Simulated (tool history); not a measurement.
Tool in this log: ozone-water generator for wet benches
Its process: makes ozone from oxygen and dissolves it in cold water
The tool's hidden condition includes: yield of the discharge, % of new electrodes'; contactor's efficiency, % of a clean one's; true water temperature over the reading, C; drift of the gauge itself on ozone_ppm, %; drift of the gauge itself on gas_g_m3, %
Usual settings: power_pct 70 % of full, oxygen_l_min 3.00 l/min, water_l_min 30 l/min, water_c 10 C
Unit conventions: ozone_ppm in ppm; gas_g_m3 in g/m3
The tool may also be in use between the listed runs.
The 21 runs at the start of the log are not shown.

run	day	power_pct	oxygen_l_min	water_l_min	water_c	hours of work since the electrodes were changed	hours of work since the contactor was cleaned	hours of work since the thermometer was calibrated	ozone_ppm	gas_g_m3
22	18.908	70	2.07	38	16	1187	6531	1973	7.7	235.9
23	20.154	70	2.07	38	16	1212	6555	1998	7.8	235.3
24	20.875	99	4.12	30	13	1226	6569	2012	15.0	206.1
25	21.779	99	4.12	30	13	1243	6587	2029	15.5	205.5
26	22.775	70	3.00	25	10	1263	6606	2049	13.6	186.1
27	23.846	70	3.00	25	10	1284	6627	2070	13.2	186.7
28	24.588	70	4.17	34	7	1298	6642	2084	10.6	152.1
29	25.283	70	4.17	34	7	1312	6655	2098	10.7	151.8
30	26.396	83	4.17	34	7	1334	6677	2120	12.0	176.6
# day 26.788: gauge calibrated
31	27.062	70	2.17	30	10	1347	6690	2133	10.3	224.1
32	27.650	75	2.81	26	8	1358	6702	2144	13.6	199.6
# day 28.908: contactor cleaned
33	29.067	81	2.28	28	8	1383	3	2169	13.0	245.3
34	30.050	59	1.92	45	8	1402	22	2188	5.7	209.8

Each row is a separate what-if for the run after 34, all from the same tool condition, not one after another. Results?
A	30.821	70	4.30	30	8	1417	37	2203	?	?
B	30.821	59	2.37	45	8	1417	37	2203	?	?
C	30.821	70	1.78	30	10	1417	37	2203	?	?

run	ozone_ppm	gas_g_m3
A	12.1	146.3
B	6.0	185.1
C	9.8	255.1
Take away the tool's hidden state, keep each run's random variation, and the runs would have read:
run	ozone_ppm	gas_g_m3
A	12.1	145.8
B	6.0	184.5
C	9.8	254.2
